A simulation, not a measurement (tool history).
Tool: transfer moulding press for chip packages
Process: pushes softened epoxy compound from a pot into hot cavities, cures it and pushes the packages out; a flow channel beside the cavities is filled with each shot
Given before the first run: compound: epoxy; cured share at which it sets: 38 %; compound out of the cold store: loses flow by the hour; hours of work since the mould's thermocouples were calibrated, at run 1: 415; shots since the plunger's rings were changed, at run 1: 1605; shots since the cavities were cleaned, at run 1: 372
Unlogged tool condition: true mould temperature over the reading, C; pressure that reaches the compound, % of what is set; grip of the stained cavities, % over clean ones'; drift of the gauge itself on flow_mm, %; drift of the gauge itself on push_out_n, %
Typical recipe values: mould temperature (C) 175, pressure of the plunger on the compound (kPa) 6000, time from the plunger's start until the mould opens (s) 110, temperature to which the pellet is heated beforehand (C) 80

| run | hour | mould temperature (C) | pressure of the plunger on the compound (kPa) | time from the plunger's start until the mould opens (s) | temperature to which the pellet is heated beforehand (C) | hours of work since the mould's thermocouples were calibrated | shots since the plunger's rings were changed | shots since the cavities were cleaned | incoming compound's hours out of the cold store | length that the compound runs in the flow channel (mm) | greatest force on the pins that push the packages out (N) |
|---|---|---|---|---|---|---|---|---|---|---|---|
| 1 | 0.0 | 175 | 6000 | 110 | 80 | 415 | 1605 | 372 | 14.1 | 879 | 271 |
| 2 | 25.1 | 175 | 6000 | 110 | 77 | 435 | 1940 | 707 | 21.8 | 845 | 304 |
|  | 37.4 | cavities cleaned with cleaning compound and waxed |
| 3 | 68.2 | 175 | 6000 | 110 | 77 | 469 | 2497 | 412 | 30.4 | 813 | 371 |
|  | 103.5 | cavities cleaned with cleaning compound and waxed |
| 4 | 119.4 | 175 | 6000 | 110 | 77 | 508 | 3161 | 212 | 25.9 | 816 | 232 |
|  | 141.7 | plunger's sealing rings changed |
| 5 | 162.3 | 175 | 6000 | 110 | 77 | 540 | 276 | 752 | 19.1 | 871 | 294 |
|  | 169.2 | cavities cleaned with cleaning compound and waxed |
|  | 188.9 | mould's thermocouples calibrated |
| 6 | 200.1 | 175 | 6000 | 110 | 83 | 9 | 734 | 386 | 14.2 | 889 | 266 |
| 7 | 226.9 | 175 | 6000 | 110 | 80 | 30 | 1093 | 745 | 30.2 | 818 | 289 |
|  | 234.6 | cavities cleaned with cleaning compound and waxed |
| 8 | 258.9 | 167 | 5120 | 102 | 78 | 55 | 1500 | 325 | 9.2 | 862 | 469 |
|  | 299.2 | cavities cleaned with cleaning compound and waxed |
| 9 | 316.9 | 182 | 6000 | 127 | 88 | 100 | 2256 | 236 | 39.3 | 759 | 226 |
|  | 364.6 | cavities cleaned with cleaning compound and waxed |
| 10 | 373.8 | 179 | 5070 | 110 | 80 | 144 | 2997 | 123 | 47.5 | 674 | 193 |
|  | 397.8 | cavities cleaned with cleaning compound and waxed, once more |
|  | 405.5 | plunger's sealing rings changed |
| 11 | 434.9 | 175 | 6000 | 110 | 88 | 190 | 392 | 461 | 9.4 | 915 | 276 |
|  | 466.0 | cavities cleaned with cleaning compound and waxed |
| 12 | 491.7 | 172 | 6060 | 110 | 80 | 234 | 1133 | 344 | 24.3 | 864 | 271 |
| 13 | 516.6 | 172 | 6500 | 110 | 79 | 254 | 1465 | 676 | 41.7 | 815 | 316 |

What if the next run were any one of these 5? Each begins from the tool's condition after run 13:
|  | 531.7 | cavities cleaned with cleaning compound and waxed |
| A | 559.5 | 180 | 7400 | 110 | 73 | 287 | 2019 | 372 | 32.0 | ? | ? |
|  | 531.7 | cavities cleaned with cleaning compound and waxed |
| B | 559.5 | 169 | 6500 | 145 | 70 | 287 | 2019 | 372 | 42.7 | ? | ? |
|  | 531.7 | cavities cleaned with cleaning compound and waxed |
| C | 559.5 | 175 | 6860 | 110 | 90 | 287 | 2019 | 372 | 10.4 | ? | ? |
|  | 531.7 | cavities cleaned with cleaning compound and waxed |
| D | 559.5 | 174 | 5280 | 110 | 80 | 287 | 2019 | 372 | 20.8 | ? | ? |
|  | 531.7 | cavities cleaned with cleaning compound and waxed |
| E | 559.5 | 176 | 6000 | 110 | 80 | 287 | 2019 | 372 | 24.0 | ? | ? |

| run | length that the compound runs in the flow channel (mm) | greatest force on the pins that push the packages out (N) |
|---|---|---|
| A | 875 | 225 |
| B | 813 | 241 |
| C | 949 | 262 |
| D | 795 | 250 |
| E | 840 | 253 |
With no hidden state in the tool, these same runs would have given:
| run | length that the compound runs in the flow channel (mm) | greatest force on the pins that push the packages out (N) |
|---|---|---|
| A | 899 | 167 |
| B | 836 | 179 |
| C | 975 | 201 |
| D | 818 | 190 |
| E | 863 | 191 |

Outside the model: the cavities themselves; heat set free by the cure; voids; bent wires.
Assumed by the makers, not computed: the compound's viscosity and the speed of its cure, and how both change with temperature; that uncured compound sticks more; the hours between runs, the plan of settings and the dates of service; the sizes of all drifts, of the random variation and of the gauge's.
